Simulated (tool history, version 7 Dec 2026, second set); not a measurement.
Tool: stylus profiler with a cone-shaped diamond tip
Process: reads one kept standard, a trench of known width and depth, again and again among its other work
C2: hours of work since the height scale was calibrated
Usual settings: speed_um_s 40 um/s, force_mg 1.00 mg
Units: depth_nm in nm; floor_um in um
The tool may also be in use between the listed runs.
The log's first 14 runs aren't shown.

Run 15, hour 399.1: usual settings; scans with this tip 4141; C2 501. Result: depth_nm 1005.38 nm, floor_um 95.67 um.
Run 16, hour 419.8: usual settings; scans with this tip 4210; C2 510. Result: depth_nm 1005.93 nm, floor_um 95.66 um.
Run 17, hour 454.1: usual settings; scans with this tip 4323; C2 523. Result: depth_nm 1005.33 nm, floor_um 95.62 um.
Run 18, hour 476.0: usual settings but speed_um_s 11 um/s; scans with this tip 4396; C2 532. Result: depth_nm 1005.35 nm, floor_um 95.90 um.
Run 19, hour 509.4: usual settings but speed_um_s 14 um/s, force_mg 1.68 mg; scans with this tip 4507; C2 546. Result: depth_nm 1008.34 nm, floor_um 95.87 um.
Run 20, hour 532.4: usual settings but speed_um_s 14 um/s, force_mg 1.68 mg; scans with this tip 4584; C2 555. Result: depth_nm 1007.89 nm, floor_um 95.92 um.
Run 21, hour 559.9: usual settings but speed_um_s 65 um/s, force_mg 2.55 mg; scans with this tip 4675; C2 566. Result: depth_nm 1009.82 nm, floor_um 95.64 um.
Run 22, hour 588.8: usual settings but speed_um_s 65 um/s, force_mg 2.55 mg; scans with this tip 4771; C2 578. Result: depth_nm 1010.18 nm, floor_um 95.67 um.
Run 23, hour 624.2: usual settings but speed_um_s 65 um/s, force_mg 2.55 mg; scans with this tip 4888; C2 592. Result: depth_nm 1010.50 nm, floor_um 95.63 um.
Run 24, hour 644.0: usual settings but force_mg 0.99 mg; scans with this tip 4954; C2 600. Result: depth_nm 1005.77 nm, floor_um 95.63 um.
Run 25, hour 680.1: usual settings but speed_um_s 34 um/s, force_mg 0.99 mg; scans with this tip 5074; C2 614. Result: depth_nm 1006.04 nm, floor_um 95.71 um.
Run 26, hour 701.1: usual settings but speed_um_s 11 um/s, force_mg 1.76 mg; scans with this tip 5143; C2 623. Result: depth_nm 1008.14 nm, floor_um 95.93 um.
Run 27, hour 721.8: usual settings but speed_um_s 11 um/s, force_mg 1.76 mg; scans with this tip 5212; C2 631. Result: depth_nm 1007.74 nm, floor_um 95.93 um.
Run 28, hour 738.1: usual settings but speed_um_s 11 um/s, force_mg 0.84 mg; scans with this tip 5266; C2 638. Result: depth_nm 1004.62 nm, floor_um 95.91 um.
Run 29, hour 759.6: usual settings but speed_um_s 11 um/s, force_mg 0.96 mg; scans with this tip 5337; C2 646. Result: depth_nm 1005.30 nm, floor_um 95.87 um.
Run 30, hour 790.2: usual settings but speed_um_s 67 um/s, force_mg 1.56 mg; scans with this tip 5439; C2 659. Result: depth_nm 1007.33 nm, floor_um 95.48 um.
Run 31, hour 827.1: usual settings but speed_um_s 54 um/s, force_mg 0.69 mg; scans with this tip 5562; C2 673. Result: depth_nm 1004.23 nm, floor_um 95.40 um.
Run 32, hour 858.7: usual settings but speed_um_s 54 um/s, force_mg 0.69 mg; scans with this tip 5667; C2 686. Result: depth_nm 1004.36 nm, floor_um 95.41 um.
Run 33, hour 887.5: usual settings but speed_um_s 106 um/s, force_mg 0.50 mg; scans with this tip 5762; C2 698. Result: depth_nm 1003.60 nm, floor_um 94.69 um.

5 ways to go on from here, each from the tool as it stands after run 33. What would each give?
Run A, hour 924.8: usual settings but speed_um_s 86 um/s, force_mg 0.68 mg; scans with this tip 5886; C2 713. Result: depth_nm ?, floor_um ?.
Run B, hour 924.8: usual settings but speed_um_s 55 um/s, force_mg 0.48 mg; scans with this tip 5886; C2 713. Result: depth_nm ?, floor_um ?.
Run C, hour 924.8: usual settings but speed_um_s 110 um/s, force_mg 0.34 mg; scans with this tip 5886; C2 713. Result: depth_nm ?, floor_um ?.
Run D, hour 924.8: usual settings but speed_um_s 25 um/s, force_mg 2.66 mg; scans with this tip 5886; C2 713. Result: depth_nm ?, floor_um ?.
Run E, hour 924.8: usual settings but speed_um_s 106 um/s, force_mg 2.80 mg; scans with this tip 5886; C2 713. Result: depth_nm ?, floor_um ?.

run  depth_nm  floor_um
  A   1004.37     95.08
  B   1003.62     95.26
  C   1002.88     94.35
  D   1010.49     95.83
  E   1010.93     95.47
Without the tool's hidden state the same runs would have given:
run  depth_nm  floor_um
  A   1004.37     95.09
  B   1003.61     95.27
  C   1002.87     94.36
  D   1010.48     95.84
  E   1010.92     95.48
